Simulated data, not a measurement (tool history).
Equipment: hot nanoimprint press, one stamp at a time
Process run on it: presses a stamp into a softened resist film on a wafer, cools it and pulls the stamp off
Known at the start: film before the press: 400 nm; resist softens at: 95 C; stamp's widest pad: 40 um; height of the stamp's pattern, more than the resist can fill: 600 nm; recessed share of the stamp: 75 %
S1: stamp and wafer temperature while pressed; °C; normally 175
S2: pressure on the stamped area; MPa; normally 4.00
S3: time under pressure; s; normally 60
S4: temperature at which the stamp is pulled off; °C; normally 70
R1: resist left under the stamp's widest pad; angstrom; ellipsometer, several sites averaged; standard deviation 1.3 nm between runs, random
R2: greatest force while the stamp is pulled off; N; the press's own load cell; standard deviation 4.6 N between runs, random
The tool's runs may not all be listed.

Run 1, hour 0.0: usual settings. Result: R1 2134 angstrom, R2 233 N.
Run 2, hour 62.1: usual settings. Result: R1 2166 angstrom, R2 263 N.
At hour 89.8: plate thermocouple calibrated.
Run 3, hour 95.7: usual settings. Result: R1 2207 angstrom, R2 281 N.
Run 4, hour 144.9: usual settings. Result: R1 2216 angstrom, R2 291 N.
Run 5, hour 177.2: usual settings but S2 4.69 MPa. Result: R1 2129 angstrom, R2 338 N.
Run 6, hour 215.6: usual settings. Result: R1 2267 angstrom, R2 361 N.
Run 7, hour 274.5: usual settings. Result: R1 2259 angstrom, R2 399 N.
Run 8, hour 329.5: usual settings. Result: R1 2266 angstrom, R2 429 N.
At hour 385.2: plate thermocouple calibrated, once more.
Run 9, hour 385.2: usual settings. Result: R1 2114 angstrom, R2 472 N.
At hour 397.0: stamp cleaned and given a new release coat.
Run 10, hour 457.1: usual settings but S4 74 °C. Result: R1 2135 angstrom, R2 245 N.
Run 11, hour 497.8: usual settings but S4 74 °C. Result: R1 2131 angstrom, R2 269 N.
Run 12, hour 560.1: usual settings but S4 74 °C. Result: R1 2136 angstrom, R2 306 N.
Run 13, hour 611.7: usual settings but S1 172 °C. Result: R1 2319 angstrom, R2 356 N.
Run 14, hour 664.7: usual settings. Result: R1 2193 angstrom, R2 394 N.
Run 15, hour 693.2: usual settings. Result: R1 2183 angstrom, R2 402 N.
Run 16, hour 728.4: usual settings but S1 182 °C, S3 36 s. Result: R1 2244 angstrom, R2 427 N.
Run 17, hour 773.3: usual settings but S2 4.06 MPa, S3 52 s. Result: R1 2301 angstrom, R2 466 N.
At hour 788.5: stamp cleaned and given a new release coat.
Run 18, hour 826.7: usual settings but S2 4.06 MPa, S3 52 s, S4 67 °C. Result: R1 2297 angstrom, R2 259 N.
At hour 833.9: plate thermocouple calibrated.
Run 19, hour 871.5: usual settings but S2 4.06 MPa, S3 53 s, S4 67 °C. Result: R1 2208 angstrom, R2 283 N.
Run 20, hour 901.1: usual settings but S2 4.06 MPa, S3 53 s, S4 67 °C. Result: R1 2218 angstrom, R2 287 N.
Run 21, hour 956.7: usual settings but S1 167 °C, S2 2.79 MPa, S3 32 s, S4 72 °C. Result: R1 3290 angstrom, R2 312 N.
Run 22, hour 1000.7: usual settings but S1 180 °C, S2 4.96 MPa, S3 34 s, S4 56 °C. Result: R1 2156 angstrom, R2 389 N.
Run 23, hour 1057.3: usual settings but S1 174 °C, S2 4.96 MPa, S3 30 s, S4 57 °C. Result: R1 2558 angstrom, R2 438 N.
Run 24, hour 1089.2: usual settings but S1 174 °C, S2 3.29 MPa, S3 110 s, S4 57 °C. Result: R1 1984 angstrom, R2 452 N.
Run 25, hour 1130.5: usual settings but S2 4.24 MPa. Result: R1 2154 angstrom, R2 442 N.
Run 26, hour 1160.1: usual settings but S3 90 s. Result: R1 1923 angstrom, R2 476 N.
At hour 1183.1: stamp cleaned and given a new release coat.
Run 27, hour 1211.6: usual settings but S1 171 °C, S2 4.31 MPa, S3 34 s, S4 56 °C. Result: R1 2815 angstrom, R2 266 N.
Run 28, hour 1241.3: usual settings but S1 181 °C, S2 2.54 MPa, S3 103 s, S4 58 °C. Result: R1 1906 angstrom, R2 289 N.
At hour 1276.5: plate thermocouple calibrated.
Run 29, hour 1294.4: usual settings but S1 174 °C, S2 4.43 MPa, S3 103 s, S4 58 °C. Result: R1 1764 angstrom, R2 319 N.

Forecast each of these 3 alternatives for the next run:
Run A, hour 1323.8: usual settings but S1 174 °C, S2 4.43 MPa, S3 87 s, S4 58 °C. Result: R1 ?, R2 ?.
Run B, hour 1323.8: usual settings but S1 174 °C, S2 4.43 MPa, S3 32 s, S4 58 °C. Result: R1 ?, R2 ?.
Run C, hour 1323.8: usual settings but S3 84 s. Result: R1 ?, R2 ?.

run    R1   R2
  A  1891  340
  B  2619  344
  C  1954  304
The same runs, with their run-to-run variation unchanged, on a tool lacking any hidden condition would have given:
run    R1   R2
  A  1799  252
  B  2521  255
  C  1869  225

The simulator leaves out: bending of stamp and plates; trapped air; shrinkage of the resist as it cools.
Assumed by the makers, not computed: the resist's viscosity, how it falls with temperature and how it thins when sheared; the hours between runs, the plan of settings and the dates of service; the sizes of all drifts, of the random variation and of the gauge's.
